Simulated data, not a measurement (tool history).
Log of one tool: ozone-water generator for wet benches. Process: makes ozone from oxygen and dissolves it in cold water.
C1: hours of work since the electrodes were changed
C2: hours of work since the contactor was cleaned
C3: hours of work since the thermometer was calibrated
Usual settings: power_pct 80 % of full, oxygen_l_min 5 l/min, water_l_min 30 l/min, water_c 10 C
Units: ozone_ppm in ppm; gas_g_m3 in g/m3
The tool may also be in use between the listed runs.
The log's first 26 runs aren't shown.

{"run": 27, "hour": 569.6, "power_pct": 69, "oxygen_l_min": 4.46, "water_l_min": 33, "water_c": 14, "C1": 870, "C2": 3359, "C3": 610, "ozone_ppm": 10.9, "gas_g_m3": 147.1}
{"run": 28, "hour": 591.7, "power_pct": 82, "oxygen_l_min": 4.46, "water_l_min": 33, "water_c": 14, "C1": 884, "C2": 3373, "C3": 624, "ozone_ppm": 12.8, "gas_g_m3": 170.5}
{"run": 29, "hour": 624.1, "power_pct": 70, "oxygen_l_min": 6.35, "water_l_min": 28, "water_c": 8, "C1": 904, "C2": 3393, "C3": 644, "ozone_ppm": 15.9, "gas_g_m3": 130.4}
{"run": 30, "hour": 639.0, "power_pct": 80, "oxygen_l_min": 6.11, "water_l_min": 32, "water_c": 17, "C1": 913, "C2": 3403, "C3": 653, "ozone_ppm": 13.7, "gas_g_m3": 147.6}
{"run": 31, "hour": 665.6, "power_pct": 80, "oxygen_l_min": 6.11, "water_l_min": 47, "water_c": 18, "C1": 930, "C2": 3419, "C3": 670, "ozone_ppm": 9.4, "gas_g_m3": 148}
{"run": 32, "hour": 698.9, "power_pct": 80, "oxygen_l_min": 3.52, "water_l_min": 23, "water_c": 13, "C1": 951, "C2": 3440, "C3": 691, "ozone_ppm": 16.7, "gas_g_m3": 178.6}
{"run": 33, "hour": 718.0, "power_pct": 80, "oxygen_l_min": 2.68, "water_l_min": 30, "water_c": 7, "C1": 963, "C2": 3452, "C3": 703, "ozone_ppm": 11.7, "gas_g_m3": 198.5}
{"run": 34, "hour": 741.1, "power_pct": 72, "oxygen_l_min": 2.62, "water_l_min": 23, "water_c": 9, "C1": 977, "C2": 3467, "C3": 717, "ozone_ppm": 14, "gas_g_m3": 184.2}

Forecast each of these 3 alternatives for the next run:
{"run": "A", "hour": 755.0, "power_pct": 80, "oxygen_l_min": 5, "water_l_min": 28, "water_c": 7, "C1": 986, "C2": 3475, "C3": 726, "ozone_ppm": "?", "gas_g_m3": "?"}
{"run": "B", "hour": 755.0, "power_pct": 52, "oxygen_l_min": 2.62, "water_l_min": 41, "water_c": 9, "C1": 986, "C2": 3475, "C3": 726, "ozone_ppm": "?", "gas_g_m3": "?"}
{"run": "C", "hour": 755.0, "power_pct": 71, "oxygen_l_min": 2.62, "water_l_min": 23, "water_c": 9, "C1": 986, "C2": 3475, "C3": 726, "ozone_ppm": "?", "gas_g_m3": "?"}

run=A ozone_ppm=16.5 gas_g_m3=157.4
run=B ozone_ppm=5.4 gas_g_m3=139.2
run=C ozone_ppm=13.8 gas_g_m3=182.6
Without the tool's hidden state the same runs would have given:
run=A ozone_ppm=16.6 gas_g_m3=157.5
run=B ozone_ppm=5.4 gas_g_m3=139.3
run=C ozone_ppm=13.8 gas_g_m3=182.7

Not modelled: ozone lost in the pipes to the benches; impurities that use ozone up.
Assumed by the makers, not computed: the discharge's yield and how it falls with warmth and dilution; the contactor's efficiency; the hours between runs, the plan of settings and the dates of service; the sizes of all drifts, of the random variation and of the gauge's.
